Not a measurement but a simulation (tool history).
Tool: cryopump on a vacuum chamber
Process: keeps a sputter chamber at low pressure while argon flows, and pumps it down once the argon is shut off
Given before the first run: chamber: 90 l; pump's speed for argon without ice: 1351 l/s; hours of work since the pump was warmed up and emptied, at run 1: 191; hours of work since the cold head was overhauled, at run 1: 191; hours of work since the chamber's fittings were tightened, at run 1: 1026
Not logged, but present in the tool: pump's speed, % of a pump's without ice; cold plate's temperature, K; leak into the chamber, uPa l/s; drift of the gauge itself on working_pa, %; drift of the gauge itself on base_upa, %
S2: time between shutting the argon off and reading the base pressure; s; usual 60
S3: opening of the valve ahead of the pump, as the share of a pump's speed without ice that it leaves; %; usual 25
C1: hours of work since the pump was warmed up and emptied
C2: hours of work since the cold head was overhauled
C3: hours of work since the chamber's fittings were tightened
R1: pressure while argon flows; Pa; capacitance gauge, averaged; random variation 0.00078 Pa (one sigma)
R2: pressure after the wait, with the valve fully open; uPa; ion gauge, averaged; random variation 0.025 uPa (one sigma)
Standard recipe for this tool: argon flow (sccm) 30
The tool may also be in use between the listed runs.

{"run": 1, "hour": 0.0, "argon flow (sccm)": 30, "S2": 60, "S3": 25, "C1": 191, "C2": 191, "C3": 1026, "R1": 0.1523, "R2": 1.66}
{"run": 2, "hour": 22.7, "argon flow (sccm)": 30, "S2": 60, "S3": 25, "C1": 210, "C2": 210, "C3": 1044, "R1": 0.1508, "R2": 1.58}
{"run": 3, "hour": 38.9, "argon flow (sccm)": 30, "S2": 60, "S3": 25, "C1": 223, "C2": 223, "C3": 1058, "R1": 0.1536, "R2": 1.66}
{"run": 4, "hour": 65.5, "argon flow (sccm)": 30, "S2": 60, "S3": 25, "C1": 245, "C2": 245, "C3": 1080, "R1": 0.1532, "R2": 1.68}
{"run": 5, "hour": 89.6, "argon flow (sccm)": 30, "S2": 60, "S3": 25, "C1": 265, "C2": 265, "C3": 1100, "R1": 0.1544, "R2": 1.71}
{"run": 6, "hour": 113.5, "argon flow (sccm)": 30, "S2": 60, "S3": 25, "C1": 285, "C2": 285, "C3": 1119, "R1": 0.1541, "R2": 1.7}
{"run": 7, "hour": 136.6, "argon flow (sccm)": 37, "S2": 60, "S3": 25, "C1": 303, "C2": 303, "C3": 1138, "R1": 0.1899, "R2": 1.71}
{"run": 8, "hour": 153.4, "argon flow (sccm)": 30, "S2": 81, "S3": 25, "C1": 317, "C2": 317, "C3": 1152, "R1": 0.153, "R2": 1.52}
{"run": 9, "hour": 170.6, "argon flow (sccm)": 30, "S2": 60, "S3": 25, "C1": 332, "C2": 332, "C3": 1166, "R1": 0.1538, "R2": 1.73}
{"run": 10, "hour": 189.8, "argon flow (sccm)": 30, "S2": 60, "S3": 25, "C1": 347, "C2": 347, "C3": 1182, "R1": 0.1552, "R2": 1.71}
{"run": 11, "hour": 210.3, "argon flow (sccm)": 30, "S2": 141, "S3": 25, "C1": 364, "C2": 364, "C3": 1199, "R1": 0.1549, "R2": 1.36}
{"run": 12, "hour": 237.0, "argon flow (sccm)": 30, "S2": 141, "S3": 25, "C1": 386, "C2": 386, "C3": 1221, "R1": 0.1541, "R2": 1.38}
{"run": 13, "hour": 253.7, "argon flow (sccm)": 30, "S2": 141, "S3": 25, "C1": 400, "C2": 400, "C3": 1235, "R1": 0.1547, "R2": 1.41}
{"run": 14, "hour": 272.3, "argon flow (sccm)": 30, "S2": 33, "S3": 25, "C1": 415, "C2": 415, "C3": 1250, "R1": 0.1549, "R2": 2.4}
{"run": 15, "hour": 298.6, "argon flow (sccm)": 30, "S2": 33, "S3": 25, "C1": 437, "C2": 437, "C3": 1272, "R1": 0.1555, "R2": 2.46}
{"run": 16, "hour": 324.1, "argon flow (sccm)": 30, "S2": 33, "S3": 25, "C1": 458, "C2": 458, "C3": 1293, "R1": 0.1553, "R2": 2.4}
{"run": 17, "hour": 351.4, "argon flow (sccm)": 45, "S2": 60, "S3": 23, "C1": 480, "C2": 480, "C3": 1315, "R1": 0.2532, "R2": 1.88}
{"run": 18, "hour": 377.3, "argon flow (sccm)": 41, "S2": 26, "S3": 20, "C1": 502, "C2": 502, "C3": 1337, "R1": 0.266, "R2": 2.86}
{"hour": 386.1, "done": "pump warmed up, emptied and cooled again"}
{"run": 19, "hour": 409.0, "argon flow (sccm)": 49, "S2": 143, "S3": 20, "C1": 19, "C2": 524, "C3": 1359, "R1": 0.3072, "R2": 1.35}
{"run": 20, "hour": 438.8, "argon flow (sccm)": 49, "S2": 144, "S3": 45, "C1": 43, "C2": 548, "C3": 1383, "R1": 0.1364, "R2": 1.34}
{"run": 21, "hour": 467.1, "argon flow (sccm)": 55, "S2": 144, "S3": 44, "C1": 67, "C2": 572, "C3": 1406, "R1": 0.1582, "R2": 1.43}
{"run": 22, "hour": 480.8, "argon flow (sccm)": 55, "S2": 41, "S3": 27, "C1": 78, "C2": 583, "C3": 1418, "R1": 0.2584, "R2": 2.14}
{"run": 23, "hour": 498.2, "argon flow (sccm)": 30, "S2": 60, "S3": 15, "C1": 92, "C2": 597, "C3": 1432, "R1": 0.252, "R2": 1.78}
{"run": 24, "hour": 523.3, "argon flow (sccm)": 51, "S2": 48, "S3": 25, "C1": 113, "C2": 618, "C3": 1453, "R1": 0.2596, "R2": 2.02}
{"run": 25, "hour": 551.9, "argon flow (sccm)": 18, "S2": 60, "S3": 25, "C1": 137, "C2": 641, "C3": 1476, "R1": 0.0906, "R2": 1.9}
{"run": 26, "hour": 565.3, "argon flow (sccm)": 18, "S2": 60, "S3": 25, "C1": 148, "C2": 652, "C3": 1487, "R1": 0.0917, "R2": 1.92}
{"run": 27, "hour": 579.0, "argon flow (sccm)": 18, "S2": 153, "S3": 27, "C1": 159, "C2": 664, "C3": 1499, "R1": 0.0854, "R2": 1.48}
{"run": 28, "hour": 595.0, "argon flow (sccm)": 16, "S2": 121, "S3": 21, "C1": 172, "C2": 677, "C3": 1512, "R1": 0.0963, "R2": 1.58}
{"run": 29, "hour": 611.6, "argon flow (sccm)": 16, "S2": 121, "S3": 21, "C1": 186, "C2": 691, "C3": 1525, "R1": 0.0969, "R2": 1.57}
{"run": 30, "hour": 626.7, "argon flow (sccm)": 16, "S2": 121, "S3": 21, "C1": 198, "C2": 703, "C3": 1538, "R1": 0.0963, "R2": 1.59}

Hidden state at the last listed run before each entry between runs and at the first one after, where it differs:
From run 18 to run 19: pump warmed up, emptied and cooled again (hour 386.1)
  pump's speed, % of a pump's without ice: 85.9 -> 98.4; leak into the chamber, uPa l/s: 1373 -> 1389
  measured result minus the result with no hidden state, R1: +0.0087 -> +0.0012 Pa; R2: +0.95 -> +0.83 uPa

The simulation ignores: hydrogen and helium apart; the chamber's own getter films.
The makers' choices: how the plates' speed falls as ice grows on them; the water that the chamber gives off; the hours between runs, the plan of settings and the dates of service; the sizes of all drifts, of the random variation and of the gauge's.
